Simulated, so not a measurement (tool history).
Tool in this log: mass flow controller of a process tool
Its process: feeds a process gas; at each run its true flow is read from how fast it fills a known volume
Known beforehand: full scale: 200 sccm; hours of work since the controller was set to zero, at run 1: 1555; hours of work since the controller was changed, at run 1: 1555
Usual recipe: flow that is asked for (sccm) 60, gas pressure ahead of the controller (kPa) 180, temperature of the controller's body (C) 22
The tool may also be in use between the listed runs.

run	hour	flow that is asked for (sccm)	gas pressure ahead of the controller (kPa)	temperature of the controller's body (C)	hours of work since the controller was set to zero	hours of work since the controller was changed	true flow (%)
1	0.0	60	180	22	1555	1555	98.60
2	322.9	60	180	22	1806	1806	98.76
3	568.2	60	180	22	1996	1996	98.69
4	839.5	60	180	35	2207	2207	99.20
5	1102.0	60	180	35	2411	2411	99.20
6	1512.4	60	225	36	2730	2730	99.33
7	1893.2	60	225	36	3026	3026	99.42

Predict the results of run 8:
8	2236.3	107	180	22	3292	3292	?

true flow (%): 98.90
The same run, on a tool lacking any hidden state, would have yielded true flow (%) 98.90.

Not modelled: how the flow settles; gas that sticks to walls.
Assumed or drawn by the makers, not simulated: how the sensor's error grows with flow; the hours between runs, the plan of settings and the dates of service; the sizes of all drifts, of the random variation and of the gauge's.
